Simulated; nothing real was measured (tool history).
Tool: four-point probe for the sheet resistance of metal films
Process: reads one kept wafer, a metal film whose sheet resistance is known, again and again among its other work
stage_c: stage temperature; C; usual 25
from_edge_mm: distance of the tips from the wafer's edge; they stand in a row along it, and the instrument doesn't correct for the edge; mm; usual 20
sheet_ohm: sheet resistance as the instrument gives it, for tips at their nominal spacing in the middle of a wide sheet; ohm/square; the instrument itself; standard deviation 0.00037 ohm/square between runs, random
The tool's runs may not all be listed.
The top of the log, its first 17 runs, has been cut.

Run 18, hour 368.8: usual settings but stage_c 26 C, from_edge_mm 25 mm. Result: sheet_ohm 1.870351 ohm/square.
Run 19, hour 389.5: usual settings but stage_c 26 C, from_edge_mm 25 mm. Result: sheet_ohm 1.869921 ohm/square.
Run 20, hour 408.1: usual settings but stage_c 26 C, from_edge_mm 66 mm. Result: sheet_ohm 1.869649 ohm/square.
Run 21, hour 427.9: usual settings but stage_c 31 C, from_edge_mm 3 mm. Result: sheet_ohm 1.887015 ohm/square.
Run 22, hour 448.6: usual settings but stage_c 33 C, from_edge_mm 3 mm. Result: sheet_ohm 1.883569 ohm/square.
Run 23, hour 460.4: usual settings but stage_c 34 C. Result: sheet_ohm 1.855512 ohm/square.
Run 24, hour 483: usual settings but stage_c 34 C. Result: sheet_ohm 1.855112 ohm/square.
Run 25, hour 500.4: usual settings but from_edge_mm 38 mm. Result: sheet_ohm 1.872919 ohm/square.
Run 26, hour 523.4: usual settings but from_edge_mm 38 mm. Result: sheet_ohm 1.872323 ohm/square.
Run 27, hour 537.1: usual settings but from_edge_mm 38 mm. Result: sheet_ohm 1.872103 ohm/square.
Run 28, hour 557.6: usual settings but from_edge_mm 38 mm. Result: sheet_ohm 1.871727 ohm/square.
Run 29, hour 584.8: usual settings but stage_c 27 C, from_edge_mm 69 mm. Result: sheet_ohm 1.867995 ohm/square.
Run 30, hour 598.7: usual settings but stage_c 24 C, from_edge_mm 69 mm. Result: sheet_ohm 1.87349 ohm/square.
Run 31, hour 624.1: usual settings but stage_c 24 C, from_edge_mm 69 mm. Result: sheet_ohm 1.87349 ohm/square.
Run 32, hour 652.7: usual settings but stage_c 24 C, from_edge_mm 69 mm. Result: sheet_ohm 1.872782 ohm/square.
Run 33, hour 679.4: usual settings but stage_c 29 C, from_edge_mm 33 mm. Result: sheet_ohm 1.864549 ohm/square.
Run 34, hour 701.8: usual settings but stage_c 23 C, from_edge_mm 4 mm. Result: sheet_ohm 1.891377 ohm/square.

Each row is a separate what-if for the run after 34, all from the same tool condition, not one after another. Results?
Run A, hour 718.9: usual settings but stage_c 24 C, from_edge_mm 4 mm. Result: sheet_ohm ?.
Run B, hour 718.9: usual settings but stage_c 33 C, from_edge_mm 29 mm. Result: sheet_ohm ?.
Run C, hour 718.9: usual settings but from_edge_mm 29 mm. Result: sheet_ohm ?.
Run D, hour 718.9: usual settings but from_edge_mm 5 mm. Result: sheet_ohm ?.
Run E, hour 718.9: usual settings but from_edge_mm 8 mm. Result: sheet_ohm ?.

run  sheet_ohm
  A   1.888987
  B   1.856297
  C   1.871468
  D   1.881316
  E   1.875655
The same runs, with their run-to-run variation unchanged, on a tool lacking any hidden condition would have given:
run  sheet_ohm
  A   1.888909
  B    1.85622
  C   1.871391
  D   1.881238
  E   1.875577

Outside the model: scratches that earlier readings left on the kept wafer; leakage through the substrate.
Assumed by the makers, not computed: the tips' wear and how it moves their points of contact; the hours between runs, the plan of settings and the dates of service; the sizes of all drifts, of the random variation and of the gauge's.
